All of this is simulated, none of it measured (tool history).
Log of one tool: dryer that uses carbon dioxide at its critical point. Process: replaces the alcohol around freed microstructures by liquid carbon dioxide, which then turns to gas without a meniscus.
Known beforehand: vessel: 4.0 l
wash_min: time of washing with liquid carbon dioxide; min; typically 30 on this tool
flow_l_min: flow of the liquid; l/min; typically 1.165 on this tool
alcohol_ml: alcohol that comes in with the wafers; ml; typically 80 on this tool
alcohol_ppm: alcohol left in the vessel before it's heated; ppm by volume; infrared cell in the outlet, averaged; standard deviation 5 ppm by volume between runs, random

run,hour,wash_min,flow_l_min,alcohol_ml,alcohol_ppm
1,0,30,1.165,80,121
2,23.8,30,1.165,80,150
3,45.5,30,1.165,80,131
4,58.9,30,1.09,80,153
5,75.8,30,1.165,80,144
6,94.1,30,1.51,80,89
7,114.3,30,1.51,80,98
8,133.4,33,1.51,80,96
9,154.3,20,1.165,80,481
10,169.7,20,1.165,80,487
11,185.3,31,1.165,80,143
12,205.5,30,1.165,31,114
13,221.1,30,1.18,80,161
14,237.4,44,1.165,72,100
15,247.3,37,0.77,80,282
16,261.7,37,0.77,80,278
17,278.5,18,0.77,72,1872
18,289.2,18,0.78,21,613
19,305.3,30,1.165,73,169
20,319.7,30,1.165,73,174
21,333,30,1.165,42,144
22,349,27,1.38,80,158
23,367.7,31,1.32,116,146
24,378.8,29,1.165,80,192
25,391.6,33,1.165,100,168

Alternative continuations, all from the tool just after run 25; predict every row:
# hour 408.8: inlet filter changed
A,412.4,30,1.95,42,?
# hour 408.8: inlet filter changed
B,412.4,36,1.78,100,?
# hour 408.8: inlet filter changed
C,412.4,33,0.98,100,?
# hour 408.8: inlet filter changed
D,412.4,36,0.99,24,?

run,alcohol_ppm
A,113
B,126
C,170
D,118
Without the tool's unlogged condition, the same runs would have read:
run,alcohol_ppm
A,2
B,11
C,59
D,9
